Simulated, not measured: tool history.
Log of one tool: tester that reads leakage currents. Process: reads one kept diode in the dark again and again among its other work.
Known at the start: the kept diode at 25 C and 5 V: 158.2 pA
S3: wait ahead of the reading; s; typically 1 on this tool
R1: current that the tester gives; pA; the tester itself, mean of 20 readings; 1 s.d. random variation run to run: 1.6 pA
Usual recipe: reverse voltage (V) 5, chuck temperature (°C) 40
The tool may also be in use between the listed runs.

{"run": 1, "hour": 0.0, "reverse voltage (V)": 5, "chuck temperature (°C)": 40, "S3": 1, "R1": 502.83}
{"run": 2, "hour": 46.9, "reverse voltage (V)": 5, "chuck temperature (°C)": 40, "S3": 0.44, "R1": 506.1}
{"run": 3, "hour": 92.2, "reverse voltage (V)": 5, "chuck temperature (°C)": 40, "S3": 0.52, "R1": 504.97}
{"run": 4, "hour": 135.7, "reverse voltage (V)": 5, "chuck temperature (°C)": 40, "S3": 0.52, "R1": 500.87}
{"run": 5, "hour": 176.6, "reverse voltage (V)": 5, "chuck temperature (°C)": 40, "S3": 1, "R1": 501.09}
{"run": 6, "hour": 213.3, "reverse voltage (V)": 5, "chuck temperature (°C)": 40, "S3": 1, "R1": 496.73}
{"run": 7, "hour": 251.0, "reverse voltage (V)": 6.69, "chuck temperature (°C)": 40, "S3": 1, "R1": 549.27}
{"run": 8, "hour": 302.3, "reverse voltage (V)": 6.69, "chuck temperature (°C)": 23, "S3": 1, "R1": 138.59}
{"run": 9, "hour": 330.6, "reverse voltage (V)": 6.69, "chuck temperature (°C)": 23, "S3": 1, "R1": 138.35}
{"run": 10, "hour": 355.3, "reverse voltage (V)": 6.69, "chuck temperature (°C)": 23, "S3": 1, "R1": 139.29}
{"run": 11, "hour": 396.6, "reverse voltage (V)": 4.69, "chuck temperature (°C)": 40, "S3": 1, "R1": 488.5}
{"run": 12, "hour": 424.3, "reverse voltage (V)": 4.69, "chuck temperature (°C)": 40, "S3": 1, "R1": 485.25}
{"run": 13, "hour": 453.7, "reverse voltage (V)": 4.69, "chuck temperature (°C)": 40, "S3": 1, "R1": 487.14}
{"run": 14, "hour": 495.8, "reverse voltage (V)": 4.69, "chuck temperature (°C)": 40, "S3": 1, "R1": 483.63}
{"run": 15, "hour": 551.2, "reverse voltage (V)": 1.37, "chuck temperature (°C)": 40, "S3": 1, "R1": 327.84}
{"run": 16, "hour": 581.8, "reverse voltage (V)": 1.37, "chuck temperature (°C)": 40, "S3": 1, "R1": 327.33}
{"run": 17, "hour": 606.3, "reverse voltage (V)": 5, "chuck temperature (°C)": 40, "S3": 4.07, "R1": 490.85}
{"run": 18, "hour": 634.3, "reverse voltage (V)": 5, "chuck temperature (°C)": 40, "S3": 4.07, "R1": 488.25}
{"run": 19, "hour": 679.6, "reverse voltage (V)": 5, "chuck temperature (°C)": 40, "S3": 4.07, "R1": 489.35}
{"run": 20, "hour": 713.1, "reverse voltage (V)": 5, "chuck temperature (°C)": 40, "S3": 4.07, "R1": 484.27}
{"run": 21, "hour": 747.2, "reverse voltage (V)": 5, "chuck temperature (°C)": 40, "S3": 4.07, "R1": 486.69}
{"run": 22, "hour": 779.6, "reverse voltage (V)": 5, "chuck temperature (°C)": 27, "S3": 2.83, "R1": 171.88}
{"run": 23, "hour": 811.9, "reverse voltage (V)": 5, "chuck temperature (°C)": 25, "S3": 1, "R1": 146.15}
{"run": 24, "hour": 844.1, "reverse voltage (V)": 5, "chuck temperature (°C)": 33, "S3": 1, "R1": 280.72}
{"run": 25, "hour": 880.6, "reverse voltage (V)": 17.07, "chuck temperature (°C)": 31, "S3": 0.93, "R1": 356.17}
{"run": 26, "hour": 920.8, "reverse voltage (V)": 5.13, "chuck temperature (°C)": 33, "S3": 7.54, "R1": 281.87}
{"run": 27, "hour": 950.3, "reverse voltage (V)": 5, "chuck temperature (°C)": 41, "S3": 3.11, "R1": 522.28}
{"hour": 995.7, "done": "tester calibrated"}
{"run": 28, "hour": 1006.5, "reverse voltage (V)": 5.38, "chuck temperature (°C)": 40, "S3": 1.19, "R1": 486.75}
{"run": 29, "hour": 1058.1, "reverse voltage (V)": 5, "chuck temperature (°C)": 20, "S3": 1, "R1": 93.18}
{"hour": 1097.6, "done": "tester calibrated, once more"}
{"run": 30, "hour": 1109.8, "reverse voltage (V)": 2.96, "chuck temperature (°C)": 40, "S3": 7.92, "R1": 415.62}
{"run": 31, "hour": 1132.6, "reverse voltage (V)": 5, "chuck temperature (°C)": 40, "S3": 2.91, "R1": 492.5}
{"run": 32, "hour": 1175.4, "reverse voltage (V)": 17.52, "chuck temperature (°C)": 40, "S3": 1.01, "R1": 735.38}
{"run": 33, "hour": 1230.2, "reverse voltage (V)": 4, "chuck temperature (°C)": 20, "S3": 0.91, "R1": 89.81}
{"run": 34, "hour": 1260.5, "reverse voltage (V)": 8.83, "chuck temperature (°C)": 59, "S3": 1.03, "R1": 2357.08}
{"run": 35, "hour": 1303.6, "reverse voltage (V)": 6.73, "chuck temperature (°C)": 21, "S3": 0.35, "R1": 117.48}
{"run": 36, "hour": 1345.1, "reverse voltage (V)": 5, "chuck temperature (°C)": 55, "S3": 1, "R1": 1476.93}
{"run": 37, "hour": 1399.9, "reverse voltage (V)": 5, "chuck temperature (°C)": 40, "S3": 4.83, "R1": 484.66}
{"run": 38, "hour": 1430.5, "reverse voltage (V)": 7.11, "chuck temperature (°C)": 36, "S3": 0.31, "R1": 397.99}
{"run": 39, "hour": 1470.9, "reverse voltage (V)": 7.11, "chuck temperature (°C)": 36, "S3": 0.31, "R1": 398.72}
{"run": 40, "hour": 1511.9, "reverse voltage (V)": 5, "chuck temperature (°C)": 40, "S3": 0.46, "R1": 484.95}

4 ways to go on from here, each from the tool as it stands after run 40. What would each give?
{"run": "A", "hour": 1541.0, "reverse voltage (V)": 1.48, "chuck temperature (°C)": 53, "S3": 4.08, "R1": "?"}
{"run": "B", "hour": 1541.0, "reverse voltage (V)": 1.6, "chuck temperature (°C)": 47, "S3": 8.18, "R1": "?"}
{"run": "C", "hour": 1541.0, "reverse voltage (V)": 2.08, "chuck temperature (°C)": 26, "S3": 0.44, "R1": "?"}
{"run": "D", "hour": 1541.0, "reverse voltage (V)": 5, "chuck temperature (°C)": 40, "S3": 0.31, "R1": "?"}

run=A R1=868.76
run=B R1=572.94
run=C R1=118.94
run=D R1=486.34
Without the tool's unlogged condition, the same runs would have read:
run=A R1=958.53
run=B R1=633.87
run=C R1=131.82
run=D R1=536.95
